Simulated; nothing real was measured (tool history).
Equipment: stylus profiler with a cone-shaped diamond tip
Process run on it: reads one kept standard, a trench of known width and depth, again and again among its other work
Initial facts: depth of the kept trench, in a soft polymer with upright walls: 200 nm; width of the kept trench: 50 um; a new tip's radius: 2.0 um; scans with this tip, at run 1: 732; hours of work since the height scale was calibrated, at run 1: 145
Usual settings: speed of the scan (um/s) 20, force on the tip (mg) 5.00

run	day	speed of the scan (um/s)	force on the tip (mg)	scans with this tip	hours of work since the height scale was calibrated	depth of the trench (angstrom)	width of the trench's floor (nm)
1	0.000	20	5.00	732	145	2041.5	48180
2	0.725	20	3.40	768	152	2034.3	48140
3	1.183	20	3.40	790	156	2032.2	48250
4	1.729	20	4.39	817	161	2038.4	48210
5	2.150	20	4.39	838	166	2038.1	48120
6	2.596	50	4.39	860	170	2039.3	48080
7	3.112	9	5.00	885	175	2043.5	48190
8	3.696	9	5.00	914	181	2042.9	48210
9	4.421	20	8.74	950	188	2061.1	48180
10	4.792	55	5.00	968	191	2042.0	48060
11	5.183	55	5.00	987	195	2040.3	48110
12	5.692	20	5.00	1012	200	2044.7	48140
13	6.221	20	5.00	1038	205	2042.1	48140
14	6.712	13	5.00	1063	210	2042.6	48190
15	7.096	20	2.15	1082	214	2024.8	48120
16	7.700	44	5.00	1111	220	2042.3	48080
17	8.112	25	5.00	1132	224	2041.5	48140
# day 8.188: height scale calibrated on a step standard
18	8.642	25	5.00	1157	4	2044.5	48120
19	8.979	25	5.00	1173	8	2044.6	48190
20	9.517	25	5.00	1200	13	2042.1	48150
21	9.842	25	5.00	1216	16	2043.3	48120
# day 10.546: height scale calibrated on a step standard, once more
22	10.546	25	5.00	1250	0	2040.0	48180
23	11.075	25	5.00	1276	5	2041.6	48150
24	11.683	25	5.00	1306	11	2040.7	48160
25	12.408	25	5.00	1341	18	2039.5	48160
26	12.871	47	8.97	1364	23	2060.2	48100
27	13.604	47	8.97	1400	30	2062.1	48150
28	14.171	20	7.28	1428	35	2053.1	48200
29	14.788	20	7.28	1459	41	2053.2	48120
30	15.529	19	4.12	1495	49	2036.3	48100
31	16.162	19	5.00	1526	55	2041.1	48140
32	16.671	11	14.04	1551	60	2082.0	48160
33	17.317	6	6.72	1583	66	2048.1	48200
34	17.817	65	5.00	1608	71	2040.6	48000
35	18.375	10	2.47	1635	76	2027.8	48200
36	19.038	10	2.47	1668	83	2025.7	48180
37	19.504	10	2.47	1691	87	2025.3	48160
38	20.083	10	8.42	1720	93	2058.2	48100
39	20.767	69	1.71	1753	100	2021.8	47870
40	21.192	69	1.71	1774	104	2020.9	47840
41	21.908	58	2.28	1810	111	2024.5	48000
42	22.312	13	4.11	1830	115	2037.4	48200
43	22.850	13	4.11	1856	120	2037.0	48120
44	23.367	28	12.92	1881	125	2077.2	48140
45	24.046	28	5.98	1915	131	2047.8	48070
46	24.525	33	6.49	1939	136	2050.6	48070
47	25.004	22	11.39	1962	141	2073.0	48160

What if the next run were any one of these 4? Each begins from the tool's condition after run 47:
A	25.483	17	5.00	1986	145	?	?
B	25.483	6	3.03	1986	145	?	?
C	25.483	17	10.06	1986	145	?	?
D	25.483	26	6.56	1986	145	?	?

run	depth of the trench (angstrom)	width of the trench's floor (nm)
A	2042.1	48140
B	2031.1	48070
C	2065.6	48100
D	2049.1	48110
Without the tool's unlogged condition, the same runs would have read:
run	depth of the trench (angstrom)	width of the trench's floor (nm)
A	2041.3	48230
B	2030.3	48170
C	2064.8	48190
D	2048.3	48210

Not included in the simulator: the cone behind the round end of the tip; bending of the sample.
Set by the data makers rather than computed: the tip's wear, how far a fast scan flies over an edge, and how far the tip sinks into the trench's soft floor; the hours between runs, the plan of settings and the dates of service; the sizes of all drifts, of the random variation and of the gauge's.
